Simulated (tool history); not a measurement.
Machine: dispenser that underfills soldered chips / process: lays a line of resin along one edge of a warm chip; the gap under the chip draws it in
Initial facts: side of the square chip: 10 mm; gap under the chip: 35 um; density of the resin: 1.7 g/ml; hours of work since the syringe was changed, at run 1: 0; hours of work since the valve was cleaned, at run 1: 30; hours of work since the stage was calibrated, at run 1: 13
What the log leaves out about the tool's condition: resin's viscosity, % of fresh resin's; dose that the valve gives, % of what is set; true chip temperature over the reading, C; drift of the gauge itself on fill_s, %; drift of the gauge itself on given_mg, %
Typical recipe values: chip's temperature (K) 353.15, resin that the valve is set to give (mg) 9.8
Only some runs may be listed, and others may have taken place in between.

| run | hour | chip's temperature (K) | resin that the valve is set to give (mg) | hours of work since the syringe was changed | hours of work since the valve was cleaned | hours of work since the stage was calibrated | time until the resin shows at the far edge (s) | resin that the valve gave (mg) |
|---|---|---|---|---|---|---|---|---|
| 1 | 0 | 353.15 | 9.8 | 0 | 30 | 13 | 140.7 | 9.69 |
| 2 | 8.6 | 359.15 | 9.8 | 6 | 35 | 19 | 148 | 9.61 |
|  | 11.3 | new syringe of resin |
| 3 | 17.1 | 339.15 | 9.8 | 4 | 41 | 24 | 313.2 | 9.61 |
|  | 22.7 | new syringe of resin |
| 4 | 24.1 | 353.15 | 9.8 | 1 | 45 | 29 | 144 | 9.59 |
| 5 | 31 | 353.15 | 9.8 | 5 | 49 | 33 | 188.3 | 9.59 |
|  | 33.8 | dispensing valve cleaned and set on the balance |
|  | 34.9 | new syringe of resin |
| 6 | 38.4 | 353.15 | 9.8 | 2 | 3 | 37 | 159.3 | 9.83 |
|  | 46.2 | new syringe of resin |
| 7 | 47.3 | 353.15 | 9.8 | 1 | 8 | 43 | 142.1 | 9.84 |
| 8 | 52.6 | 353.15 | 9.8 | 4 | 12 | 46 | 172 | 9.81 |
| 9 | 56.8 | 353.15 | 9.8 | 7 | 15 | 49 | 203.2 | 9.76 |
|  | 57.8 | new syringe of resin |
| 10 | 66 | 353.15 | 9.8 | 5 | 20 | 55 | 186.9 | 9.74 |
|  | 69.2 | new syringe of resin |
| 11 | 71.1 | 353.15 | 9.8 | 1 | 24 | 58 | 146.1 | 9.72 |
| 12 | 77.8 | 353.15 | 9.8 | 6 | 28 | 62 | 183.4 | 9.66 |
|  | 80.6 | new syringe of resin |
| 13 | 83.8 | 353.15 | 9.8 | 2 | 32 | 66 | 150.7 | 9.7 |
|  | 92 | new syringe of resin |
| 14 | 93 | 353.15 | 9.8 | 1 | 38 | 72 | 138.4 | 9.63 |
| 15 | 98.9 | 353.15 | 9.8 | 5 | 41 | 76 | 176.2 | 9.64 |
| 16 | 102.8 | 353.15 | 9.8 | 7 | 44 | 78 | 201.1 | 9.62 |
|  | 103.7 | new syringe of resin |
| 17 | 109.6 | 360.15 | 9.8 | 4 | 48 | 83 | 124.2 | 9.64 |
|  | 114.4 | dispensing valve cleaned and set on the balance |
|  | 115.9 | new syringe of resin |
| 18 | 118.3 | 360.15 | 9.8 | 2 | 2 | 88 | 110.6 | 9.8 |
|  | 127.3 | new syringe of resin |
| 19 | 127.6 | 353.15 | 11.63 | 0 | 8 | 93 | 131.6 | 11.54 |
| 20 | 136.5 | 341.15 | 11.93 | 6 | 14 | 99 | 314.1 | 11.82 |
|  | 138.7 | new syringe of resin |
| 21 | 144.8 | 368.15 | 9.09 | 4 | 19 | 104 | 92.2 | 8.98 |
|  | 150.3 | new syringe of resin |
| 22 | 152.1 | 368.15 | 9.09 | 1 | 24 | 109 | 75.7 | 9.01 |
| 23 | 159.7 | 345.15 | 9.99 | 6 | 29 | 114 | 264 | 9.88 |
|  | 161.7 | new syringe of resin |
| 24 | 168.3 | 345.15 | 9.99 | 4 | 34 | 119 | 243.8 | 9.82 |
|  | 173.4 | new syringe of resin |
| 25 | 175.5 | 365.15 | 12.05 | 1 | 39 | 124 | 85.4 | 11.88 |
| 26 | 184 | 341.15 | 12.05 | 7 | 44 | 130 | 319.9 | 11.76 |
|  | 184.9 | new syringe of resin |
| 27 | 191.5 | 350.15 | 9.66 | 4 | 49 | 134 | 195 | 9.39 |
|  | 194.6 | dispensing valve cleaned and set on the balance |
|  | 197.5 | new syringe of resin |
| 28 | 200.4 | 350.15 | 9.66 | 2 | 4 | 139 | 163.2 | 9.55 |
|  | 209.2 | new syringe of resin |
| 29 | 209.5 | 350.15 | 9.66 | 0 | 9 | 145 | 149.7 | 9.55 |
| 30 | 213.2 | 352.15 | 8.87 | 3 | 12 | 147 | 159.1 | 8.79 |
|  | 220.6 | new syringe of resin |
| 31 | 221.2 | 365.15 | 12.21 | 0 | 17 | 152 | 83 | 12.03 |
| 32 | 225.6 | 362.15 | 11.69 | 3 | 20 | 155 | 110.3 | 11.52 |
| 33 | 229.9 | 344.15 | 10.67 | 6 | 23 | 158 | 280 | 10.45 |
|  | 232.3 | new syringe of resin |
| 34 | 233.9 | 364.15 | 10.15 | 1 | 25 | 161 | 90.1 | 9.98 |
| 35 | 238.5 | 364.15 | 10.15 | 4 | 28 | 164 | 106.2 | 9.96 |
|  | 243.8 | new syringe of resin |
| 36 | 247.4 | 364.15 | 10.15 | 2 | 34 | 169 | 98.3 | 10 |

For each run, the measured value with the value that run would have given without the tool's hidden condition subtracted. The run-to-run variation is shared by both, the gauge scatter possibly not:
| run | time until the resin shows at the far edge (s) | resin that the valve gave (mg) |
|---|---|---|
| 1 | +0.8 | -0.14 |
| 2 | +41.1 | -0.17 |
| 3 | +59.3 | -0.19 |
| 4 | +6.4 | -0.22 |
| 5 | +49.2 | -0.24 |
| 6 | +20.7 | +0.03 |
| 7 | +3.8 | -0.01 |
| 8 | +34.7 | -0.02 |
| 9 | +64.4 | -0.04 |
| 10 | +48 | -0.07 |
| 11 | +6.8 | -0.08 |
| 12 | +47.2 | -0.11 |
| 13 | +13.6 | -0.13 |
| 14 | +1.9 | -0.15 |
| 15 | +36.8 | -0.18 |
| 16 | +63.7 | -0.19 |
| 17 | +22.7 | -0.21 |
| 18 | +6.9 | +0 |
| 19 | -3.4 | -0.04 |
| 20 | +83 | -0.08 |
| 21 | +16.5 | -0.08 |
| 22 | +1.6 | -0.1 |
| 23 | +68.4 | -0.14 |
| 24 | +48 | -0.16 |
| 25 | +2.7 | -0.22 |
| 26 | +93.2 | -0.26 |
| 27 | +37.6 | -0.23 |
| 28 | +9.3 | -0.04 |
| 29 | -6.5 | -0.08 |
| 30 | +14.9 | -0.08 |
| 31 | -0.7 | -0.14 |
| 32 | +15.8 | -0.15 |
| 33 | +75.2 | -0.16 |
| 34 | +1.8 | -0.16 |
| 35 | +18.4 | -0.17 |
| 36 | +9.9 | -0.2 |

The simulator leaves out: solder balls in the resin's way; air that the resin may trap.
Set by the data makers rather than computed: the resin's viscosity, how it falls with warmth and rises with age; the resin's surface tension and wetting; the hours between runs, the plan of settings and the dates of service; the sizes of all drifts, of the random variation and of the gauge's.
